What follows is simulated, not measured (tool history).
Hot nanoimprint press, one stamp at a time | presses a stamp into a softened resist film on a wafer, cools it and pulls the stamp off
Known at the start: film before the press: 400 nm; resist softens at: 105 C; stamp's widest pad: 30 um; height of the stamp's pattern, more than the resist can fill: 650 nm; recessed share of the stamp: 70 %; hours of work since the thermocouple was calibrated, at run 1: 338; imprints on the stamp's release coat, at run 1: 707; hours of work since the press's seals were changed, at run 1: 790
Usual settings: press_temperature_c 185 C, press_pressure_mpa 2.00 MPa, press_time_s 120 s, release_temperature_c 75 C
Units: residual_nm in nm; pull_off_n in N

run,hour,press_temperature_c,press_pressure_mpa,press_time_s,release_temperature_c,hours of work since the thermocouple was calibrated,imprints on the stamp's release coat,hours of work since the press's seals were changed,residual_nm,pull_off_n
1,0.0,185,2.00,120,75,338,707,790,199.1,216
# hour 20.4: stamp cleaned and given a new release coat
2,46.4,185,2.00,120,75,354,75,807,198.8,191
3,130.9,185,2.00,120,75,389,316,841,199.9,198
4,225.6,185,2.00,228,75,427,587,879,161.1,212
# hour 289.4: stamp cleaned and given a new release coat
5,304.3,185,2.00,91,75,457,43,909,215.5,184
# hour 368.0: plate thermocouple calibrated
6,400.0,185,2.00,120,75,13,307,946,202.5,200
7,492.1,185,2.00,120,74,50,571,984,203.0,216
# hour 553.8: press's hydraulic seals changed and the load cell set to zero
# hour 568.1: stamp cleaned and given a new release coat
8,571.6,185,2.00,120,75,77,10,5,199.9,196
9,639.5,178,2.00,120,75,105,204,32,242.1,203
10,738.6,178,2.00,120,75,145,487,73,241.9,209
# hour 838.3: stamp cleaned and given a new release coat
11,838.4,178,2.00,120,75,183,0,111,241.0,191
12,893.1,189,1.53,170,75,205,157,133,185.2,195
13,989.5,185,2.56,72,78,244,432,172,203.8,193
14,1080.5,185,2.56,72,78,281,692,209,203.4,219
# hour 1107.4: stamp cleaned and given a new release coat
15,1179.4,183,1.92,75,78,319,206,247,245.0,188
16,1225.6,173,2.00,120,75,338,338,265,273.3,199
17,1288.1,197,2.00,129,77,363,516,291,139.6,207
# hour 1373.7: stamp cleaned and given a new release coat
18,1373.7,188,2.00,120,75,395,0,323,182.7,182
19,1456.5,188,2.00,120,75,429,237,357,182.2,202
20,1549.6,188,2.00,120,75,467,503,394,182.7,210
# hour 1589.6: plate thermocouple calibrated
# hour 1647.6: stamp cleaned and given a new release coat
21,1648.1,188,2.00,120,75,21,2,431,186.9,192

5 ways to go on from here, each from the tool as it stands after run 21. What would each give?
A,1711.2,185,2.00,120,69,47,182,456,?,?
B,1711.2,178,2.54,233,75,47,182,456,?,?
C,1711.2,190,2.42,120,75,47,182,456,?,?
D,1711.2,188,2.00,238,67,47,182,456,?,?
E,1711.2,176,2.98,178,75,47,182,456,?,?

run,residual_nm,pull_off_n
A,202.9,197
B,177.2,198
C,159.4,203
D,149.7,218
E,189.3,192
Without the tool's hidden state the same runs would have given:
run,residual_nm,pull_off_n
A,199.8,189
B,173.8,190
C,156.5,195
D,147.3,210
E,185.3,184
